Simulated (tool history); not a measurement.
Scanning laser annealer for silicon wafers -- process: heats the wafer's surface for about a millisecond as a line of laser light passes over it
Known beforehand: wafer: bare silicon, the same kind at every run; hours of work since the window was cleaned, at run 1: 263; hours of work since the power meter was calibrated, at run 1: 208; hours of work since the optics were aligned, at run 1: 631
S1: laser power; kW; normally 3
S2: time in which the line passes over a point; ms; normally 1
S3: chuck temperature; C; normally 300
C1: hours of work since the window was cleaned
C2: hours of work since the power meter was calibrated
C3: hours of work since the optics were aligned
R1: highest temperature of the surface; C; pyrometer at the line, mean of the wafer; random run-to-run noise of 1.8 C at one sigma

Run 1, hour 0: usual settings; C1 263; C2 208; C3 631. Result: R1 1019 C.
Run 2, hour 8.3: usual settings but S2 0.82 ms; C1 268; C2 214; C3 636. Result: R1 939 C.
Run 3, hour 15.2: usual settings but S3 261 C; C1 273; C2 218; C3 641. Result: R1 979 C.
Run 4, hour 26.9: usual settings but S3 261 C; C1 280; C2 225; C3 648. Result: R1 982 C.
At hour 32.4: optics aligned, line set to its width.
Run 5, hour 43.9: usual settings but S3 313 C; C1 288; C2 233; C3 7. Result: R1 1028 C.
Run 6, hour 53.8: usual settings but S1 2.699 kW, S2 0.76 ms, S3 313 C; C1 294; C2 239; C3 14. Result: R1 858 C.
Run 7, hour 61.1: usual settings but S1 2.976 kW, S2 0.83 ms, S3 282 C; C1 299; C2 244; C3 18. Result: R1 916 C.
Run 8, hour 72.9: usual settings but S1 2.976 kW, S2 0.83 ms, S3 282 C; C1 306; C2 252; C3 26. Result: R1 919 C.
Run 9, hour 79.4: usual settings but S1 3.193 kW, S2 0.83 ms, S3 336 C; C1 310; C2 256; C3 30. Result: R1 1017 C.
At hour 87.8: optics aligned, line set to its width, once more.
Run 10, hour 95.1: usual settings but S1 3.031 kW, S2 0.99 ms, S3 285 C; C1 317; C2 263; C3 5. Result: R1 1013 C.

What if the next run were any one of these 5? Each begins from the tool's condition after run 10:
Run A, hour 100.9: usual settings but S1 3.041 kW, S2 1.07 ms, S3 322 C; C1 321; C2 266; C3 8. Result: R1 ?.
Run B, hour 100.9: usual settings but S1 2.649 kW, S2 0.89 ms, S3 272 C; C1 321; C2 266; C3 8. Result: R1 ?.
Run C, hour 100.9: usual settings but S1 2.563 kW, S2 0.99 ms, S3 285 C; C1 321; C2 266; C3 8. Result: R1 ?.
Run D, hour 100.9: usual settings but S1 3.018 kW, S2 0.99 ms, S3 285 C; C1 321; C2 266; C3 8. Result: R1 ?.
Run E, hour 100.9: usual settings but S1 3.21 kW, S3 332 C; C1 321; C2 266; C3 8. Result: R1 ?.

run    R1
  A  1090
  B   867
  C   896
  D  1005
  E  1107
Had the tool no hidden state, the same runs would have come out as:
run    R1
  A  1111
  B   884
  C   913
  D  1025
  E  1129
